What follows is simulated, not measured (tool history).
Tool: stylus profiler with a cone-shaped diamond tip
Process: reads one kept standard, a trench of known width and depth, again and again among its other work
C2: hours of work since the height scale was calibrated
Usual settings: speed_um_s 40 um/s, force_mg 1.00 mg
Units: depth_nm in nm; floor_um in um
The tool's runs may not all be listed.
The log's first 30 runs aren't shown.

Run 31, hour 1390.5: usual settings but speed_um_s 158 um/s, force_mg 0.68 mg; scans with this tip 4237; C2 344. Result: depth_nm 201.06 nm, floor_um 16.73 um.
Run 32, hour 1449.3: usual settings but speed_um_s 14 um/s, force_mg 0.41 mg; scans with this tip 4811; C2 390. Result: depth_nm 200.52 nm, floor_um 17.67 um.
Run 33, hour 1502.0: usual settings but speed_um_s 15 um/s, force_mg 2.05 mg; scans with this tip 5325; C2 432. Result: depth_nm 202.36 nm, floor_um 17.64 um.
Run 34, hour 1540.5: usual settings but speed_um_s 15 um/s, force_mg 2.17 mg; scans with this tip 5701; C2 462. Result: depth_nm 202.55 nm, floor_um 17.65 um.
Run 35, hour 1588.0: usual settings but speed_um_s 121 um/s, force_mg 0.76 mg; scans with this tip 6165; C2 500. Result: depth_nm 200.90 nm, floor_um 16.90 um.
Run 36, hour 1644.4: usual settings but speed_um_s 121 um/s, force_mg 0.76 mg; scans with this tip 6716; C2 545. Result: depth_nm 200.91 nm, floor_um 16.81 um.
Run 37, hour 1685.3: usual settings but speed_um_s 87 um/s, force_mg 2.51 mg; scans with this tip 7116; C2 577. Result: depth_nm 202.67 nm, floor_um 17.26 um.
Run 38, hour 1749.6: usual settings but speed_um_s 30 um/s, force_mg 1.18 mg; scans with this tip 7743; C2 628. Result: depth_nm 201.29 nm, floor_um 17.41 um.
Run 39, hour 1814.3: usual settings but speed_um_s 24 um/s, force_mg 1.68 mg; scans with this tip 8375; C2 679. Result: depth_nm 201.83 nm, floor_um 17.41 um.
Run 40, hour 1868.8: usual settings but speed_um_s 96 um/s, force_mg 0.52 mg; scans with this tip 8908; C2 722. Result: depth_nm 200.47 nm, floor_um 16.74 um.
Run 41, hour 1913.8: usual settings but speed_um_s 72 um/s; scans with this tip 9347; C2 758. Result: depth_nm 201.04 nm, floor_um 17.14 um.
Run 42, hour 1978.7: usual settings but speed_um_s 72 um/s; scans with this tip 9981; C2 810. Result: depth_nm 200.96 nm, floor_um 17.04 um.
Run 43, hour 2041.3: usual settings but speed_um_s 61 um/s, force_mg 0.51 mg; scans with this tip 10592; C2 859. Result: depth_nm 200.29 nm, floor_um 16.88 um.
Run 44, hour 2091.9: usual settings but speed_um_s 61 um/s, force_mg 0.51 mg; scans with this tip 11086; C2 899. Result: depth_nm 200.13 nm, floor_um 16.92 um.
Run 45, hour 2122.2: usual settings but speed_um_s 46 um/s, force_mg 1.75 mg; scans with this tip 11382; C2 923. Result: depth_nm 201.79 nm, floor_um 17.16 um.
Run 46, hour 2155.4: usual settings but speed_um_s 46 um/s, force_mg 1.75 mg; scans with this tip 11706; C2 949. Result: depth_nm 201.67 nm, floor_um 17.17 um.

Forecast each of these 3 alternatives for the next run:
Run A, hour 2210.3: usual settings but speed_um_s 66 um/s, force_mg 1.94 mg; scans with this tip 12243; C2 993. Result: depth_nm ?, floor_um ?.
Run B, hour 2210.3: usual settings but speed_um_s 59 um/s, force_mg 0.86 mg; scans with this tip 12243; C2 993. Result: depth_nm ?, floor_um ?.
Run C, hour 2210.3: usual settings but speed_um_s 145 um/s, force_mg 1.75 mg; scans with this tip 12243; C2 993. Result: depth_nm ?, floor_um ?.

run  depth_nm  floor_um
  A    201.78     17.04
  B    200.62     16.99
  C    201.64     16.73
Without the tool's hidden state the same runs would have given:
run  depth_nm  floor_um
  A    202.84     17.74
  B    201.68     17.69
  C    202.70     17.43
